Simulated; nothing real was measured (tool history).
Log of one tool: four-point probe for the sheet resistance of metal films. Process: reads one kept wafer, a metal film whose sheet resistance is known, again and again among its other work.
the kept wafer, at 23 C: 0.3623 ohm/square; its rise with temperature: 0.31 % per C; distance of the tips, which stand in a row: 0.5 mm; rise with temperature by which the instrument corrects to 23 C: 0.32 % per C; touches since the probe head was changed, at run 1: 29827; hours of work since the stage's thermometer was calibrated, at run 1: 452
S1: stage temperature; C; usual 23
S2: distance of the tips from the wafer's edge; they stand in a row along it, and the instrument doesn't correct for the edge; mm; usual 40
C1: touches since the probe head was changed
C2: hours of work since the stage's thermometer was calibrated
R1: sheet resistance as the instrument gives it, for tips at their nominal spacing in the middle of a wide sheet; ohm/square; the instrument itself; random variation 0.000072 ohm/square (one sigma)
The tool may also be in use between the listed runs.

run	hour	S1	S2	C1	C2	R1
1	0	23	40	29827	452	0.362405
2	64.5	23	40	32258	498	0.362466
3	168.1	23	10	36165	572	0.362693
4	224.8	23	10	38302	612	0.362817
5	311.7	23	10	41575	673	0.362671
6	413.8	23	15	45428	746	0.362433
7	503.8	23	15	48818	809	0.362545
8	618.4	23	15	53140	891	0.362551
9	726.6	26	40	57217	967	0.362078
10	806.9	26	40	60242	1024	0.362029
11	925.2	26	40	64703	1108	0.362046
12	1023.5	23	40	68410	1178	0.362256
13	1129.1	23	40	72389	1253	0.362311
14	1182.6	27	40	74408	1291	0.361924
# hour 1222.8: new probe head fitted
15	1262	26	17	1480	1346	0.362306
16	1313.9	26	17	3436	1383	0.362201
17	1382	26	17	6005	1431	0.362322
# hour 1431.5: stage's thermometer calibrated
18	1488.5	32	17	9999	40	0.361998
19	1544.7	25	5	12118	80	0.363992
20	1633.4	22	5	15459	143	0.364243
21	1740	22	5	19479	219	0.364405
22	1823.2	25	47	22616	278	0.36225
23	1932.4	24	28	26731	355	0.362251
24	2042.8	22	14	30895	433	0.362713
25	2143.7	22	14	34696	505	0.362579
26	2259.7	23	14	39070	587	0.362467
27	2343.6	23	31	42232	647	0.362307

How the hidden state differs across the entries between the runs, from the last listed run before each to the first after it:
Between runs 14 and 15: new probe head fitted (hour 1222.8)
  inner tips' distance over the nominal, %: -0.013 -> 0.007; tips' flats over new ones', %: 1 -> 0; wafer's true temperature over the reading, C: 0 -> -0.01
Between runs 17 and 18: stage's thermometer calibrated (hour 1431.5)
  wafer's true temperature over the reading, C: -0.01 -> 0

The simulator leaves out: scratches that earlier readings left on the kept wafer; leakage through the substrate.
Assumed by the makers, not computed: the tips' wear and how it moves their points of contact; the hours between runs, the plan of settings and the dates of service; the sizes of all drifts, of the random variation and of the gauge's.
